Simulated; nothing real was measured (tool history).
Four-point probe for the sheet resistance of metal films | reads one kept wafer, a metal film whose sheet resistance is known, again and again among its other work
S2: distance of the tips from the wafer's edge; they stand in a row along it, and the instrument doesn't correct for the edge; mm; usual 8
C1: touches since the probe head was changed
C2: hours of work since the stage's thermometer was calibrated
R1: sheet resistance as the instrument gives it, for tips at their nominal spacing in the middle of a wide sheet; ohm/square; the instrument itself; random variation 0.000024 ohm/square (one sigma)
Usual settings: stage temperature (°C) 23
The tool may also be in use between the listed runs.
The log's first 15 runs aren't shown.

run 16 day=14.188 | stage_temperature_(°C)=23 S2=8 | C1=65980 C2=423 | R1=0.123021
run 17 day=14.750 | stage_temperature_(°C)=23 S2=9 | C1=66811 C2=433 | R1=0.122953
run 18 day=16.038 | stage_temperature_(°C)=32 S2=9 | C1=68711 C2=455 | R1=0.122444
run 19 day=16.858 | stage_temperature_(°C)=32 S2=9 | C1=69923 C2=470 | R1=0.122431
run 20 day=17.838 | stage_temperature_(°C)=23 S2=69 | C1=71373 C2=487 | R1=0.122855
run 21 day=18.550 | stage_temperature_(°C)=23 S2=29 | C1=72426 C2=499 | R1=0.122927
run 22 day=19.654 | stage_temperature_(°C)=21 S2=8 | C1=74061 C2=519 | R1=0.123257
run 23 day=20.488 | stage_temperature_(°C)=27 S2=38 | C1=75287 C2=533 | R1=0.122647
run 24 day=21.450 | stage_temperature_(°C)=27 S2=38 | C1=76715 C2=550 | R1=0.122636
run 25 day=22.067 | stage_temperature_(°C)=27 S2=4 | C1=77625 C2=561 | R1=0.123714

The next listed run, before its measurement:
run 26 day=23.329 | stage_temperature_(°C)=23 S2=8 | C1=79492 C2=583 | R1=?

Run 26 gave R1 0.123236 ohm/square.
Without the tool's hidden state the same run would have given R1 0.121983 ohm/square.
